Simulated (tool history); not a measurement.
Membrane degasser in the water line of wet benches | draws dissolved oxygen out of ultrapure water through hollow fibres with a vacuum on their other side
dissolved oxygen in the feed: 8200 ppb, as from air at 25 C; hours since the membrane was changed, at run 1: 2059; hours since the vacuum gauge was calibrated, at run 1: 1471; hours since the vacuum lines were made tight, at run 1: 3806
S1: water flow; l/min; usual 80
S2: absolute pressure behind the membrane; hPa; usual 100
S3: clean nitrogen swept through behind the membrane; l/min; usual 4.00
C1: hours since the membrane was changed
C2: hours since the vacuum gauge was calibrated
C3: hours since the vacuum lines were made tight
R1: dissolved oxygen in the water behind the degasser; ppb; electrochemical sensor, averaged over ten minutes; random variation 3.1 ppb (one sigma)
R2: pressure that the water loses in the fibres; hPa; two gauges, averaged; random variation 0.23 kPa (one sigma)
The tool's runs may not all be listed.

run    hour   S1   S2     S3    C1    C2    C3     R1     R2
  1     0.0   80  100   4.00  2059  1471  3806  303.8  577.4
  2    60.9   58  100   4.00  2120  1532  3867  224.7  422.5
  3   124.6   74  100   4.00  2183  1595  3930  290.0  537.6
  4   210.6   74  100   4.00  2269  1681  4016  283.3  534.8
  5   265.3   74  100   4.00  2324  1736  4071  288.0  536.8
  6   335.2   80  195   4.00  2394  1806  4141  699.7  577.0
  7   433.8   81  195   4.00  2493  1905  4240  695.6  589.9
  8   519.6   81  195   4.00  2578  1990  4325  683.4  583.5
  9   617.4   81  195   4.00  2676  2088  4423  700.8  587.0
 10   674.8   80  100   2.89  2734  2146  4481  395.5  577.7
 11   757.3   80  100   2.89  2816  2228  4563  407.3  582.3
 12   834.4   80  105   2.89  2893  2305  4640  429.8  577.3
 13   898.7   99  100   4.00  2957  2370  4704  391.2  722.0
 14   982.2   99  100   4.00  3041  2453  4788  389.1  717.4
 15  1026.9   99  100   4.00  3086  2498  4833  389.0  720.7
 16  1067.7   61   67   4.00  3126  2539  4873  125.2  442.3
 17  1129.4   96  163  10.14  3188  2600  4935  316.8  699.0
 18  1171.7  119  110   2.59  3230  2643  4977  733.3  858.4
 19  1215.4  119   74  11.17  3274  2686  5021  180.0  858.9
 20  1312.6  119   74  11.17  3371  2783  5118  183.4  864.5
 21  1384.5   80  100   7.33  3443  2855  5190  191.5  581.8
 22  1483.9   80  100   7.33  3543  2955  5290  189.7  579.8
 23  1531.3   80   80   7.00  3590  3002  5337  144.2  579.6
 24  1619.5   80   80   7.00  3678  3090  5425  144.1  578.3
 25  1717.6   80   80   7.00  3776  3188  5523  143.0  580.3
 26  1781.9   66  100   4.23  3841  3253  5588  241.2  478.3
 27  1828.7   80   86   3.27  3888  3300  5634  296.4  582.9

3 ways to go on from here, each from the tool as it stands after run 27. What would each give?
  A  1877.5  65   90  3.15  3936  3348  5683   ?   ?
  B  1877.5  50   82  5.63  3936  3348  5683   ?   ?
  C  1877.5  64  200  3.27  3936  3348  5683   ?   ?

run     R1     R2
  A  264.0  470.9
  B  104.1  360.0
  C  678.3  465.9
Without the tool's hidden state the same runs would have given:
run     R1     R2
  A  263.9  470.6
  B  104.0  359.8
  C  678.1  465.5
